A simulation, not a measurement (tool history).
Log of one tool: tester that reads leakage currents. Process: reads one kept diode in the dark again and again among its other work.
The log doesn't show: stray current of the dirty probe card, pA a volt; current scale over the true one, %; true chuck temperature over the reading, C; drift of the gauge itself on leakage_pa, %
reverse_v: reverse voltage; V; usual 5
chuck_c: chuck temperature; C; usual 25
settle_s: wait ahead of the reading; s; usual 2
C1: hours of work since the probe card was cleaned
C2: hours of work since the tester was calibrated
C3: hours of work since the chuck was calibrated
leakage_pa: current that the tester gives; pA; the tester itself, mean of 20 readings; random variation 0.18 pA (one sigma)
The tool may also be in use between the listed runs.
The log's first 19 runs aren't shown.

Run 20, hour 2968.6: usual settings but settle_s 0.49 s; C1 2239; C2 5720; C3 400. Result: leakage_pa 71.08 pA.
At hour 3112.4: tester calibrated.
Run 21, hour 3157.2: usual settings but reverse_v 2.22 V, chuck_c 36 C, settle_s 4.36 s; C1 2384; C2 35; C3 545. Result: leakage_pa 119.44 pA.
Run 22, hour 3258.8: usual settings but reverse_v 2.56 V, settle_s 1.67 s; C1 2463; C2 114; C3 624. Result: leakage_pa 53.76 pA.
Run 23, hour 3372: usual settings but reverse_v 2.56 V, settle_s 1.67 s; C1 2552; C2 202; C3 712. Result: leakage_pa 54.68 pA.
Run 24, hour 3479.9: usual settings but reverse_v 12.97 V, chuck_c 36 C, settle_s 1.13 s; C1 2635; C2 286; C3 796. Result: leakage_pa 270.22 pA.
At hour 3651.6: chuck's temperature calibrated.
Run 25, hour 3681.4: usual settings but reverse_v 1.74 V, chuck_c 53 C, settle_s 6.24 s; C1 2791; C2 441; C3 23. Result: leakage_pa 375.81 pA.
Run 26, hour 3833.3: usual settings but reverse_v 1.74 V, chuck_c 53 C, settle_s 6.24 s; C1 2909; C2 559; C3 141. Result: leakage_pa 378.78 pA.
At hour 3975.1: probe card cleaned and baked.
Run 27, hour 3975.1: usual settings but chuck_c 30 C, settle_s 0.36 s; C1 0; C2 667; C3 249. Result: leakage_pa 93.65 pA.
Run 28, hour 4098.3: usual settings but reverse_v 6.87 V, chuck_c 34 C, settle_s 1.43 s; C1 96; C2 763; C3 345. Result: leakage_pa 149.28 pA.
Run 29, hour 4249.7: usual settings but reverse_v 6.87 V, chuck_c 34 C, settle_s 1.43 s; C1 214; C2 881; C3 463. Result: leakage_pa 153.13 pA.
Run 30, hour 4374.6: usual settings but reverse_v 9.37 V, chuck_c 37 C, settle_s 2.15 s; C1 311; C2 978; C3 560. Result: leakage_pa 223.95 pA.
Run 31, hour 4506.3: usual settings but reverse_v 9.37 V, chuck_c 42 C, settle_s 2.15 s; C1 413; C2 1081; C3 663. Result: leakage_pa 339.86 pA.
Run 32, hour 4644: usual settings but reverse_v 9.37 V, chuck_c 42 C, settle_s 2.15 s; C1 520; C2 1188; C3 770. Result: leakage_pa 349.03 pA.
Run 33, hour 4752.2: usual settings but reverse_v 9.37 V, chuck_c 42 C, settle_s 2.15 s; C1 605; C2 1272; C3 854. Result: leakage_pa 353.01 pA.
At hour 4845.1: chuck's temperature calibrated.
Run 34, hour 4907.1: usual settings but reverse_v 14.5 V, settle_s 6.46 s; C1 724; C2 1391; C3 48. Result: leakage_pa 97.07 pA.
Run 35, hour 5035.7: usual settings but reverse_v 1.3 V, chuck_c 53 C, settle_s 1.15 s; C1 824; C2 1491; C3 148. Result: leakage_pa 335.83 pA.
Run 36, hour 5144.7: usual settings but reverse_v 1.56 V; C1 908; C2 1576; C3 233. Result: leakage_pa 38.65 pA.
Run 37, hour 5240.9: usual settings but reverse_v 3.21 V; C1 983; C2 1651; C3 308. Result: leakage_pa 53.31 pA.
Run 38, hour 5450.7: usual settings but reverse_v 3.21 V; C1 1147; C2 1814; C3 471. Result: leakage_pa 54.73 pA.
Run 39, hour 5648.1: usual settings but chuck_c 26 C; C1 1300; C2 1967; C3 625. Result: leakage_pa 74.75 pA.

3 ways to go on from here, each from the tool as it stands after run 39. What would each give?
Run A, hour 5788.3: usual settings but chuck_c 22 C, settle_s 1.8 s; C1 1409; C2 2076; C3 734. Result: leakage_pa ?.
Run B, hour 5788.3: usual settings but reverse_v 8.02 V, chuck_c 34 C, settle_s 0.76 s; C1 1409; C2 2076; C3 734. Result: leakage_pa ?.
Run C, hour 5788.3: usual settings but chuck_c 23 C; C1 1409; C2 2076; C3 734. Result: leakage_pa ?.

run  leakage_pa
  A       55.21
  B      177.69
  C       60.17
Without the tool's hidden state the same runs would have given:
run  leakage_pa
  A       43.55
  B      150.92
  C          48
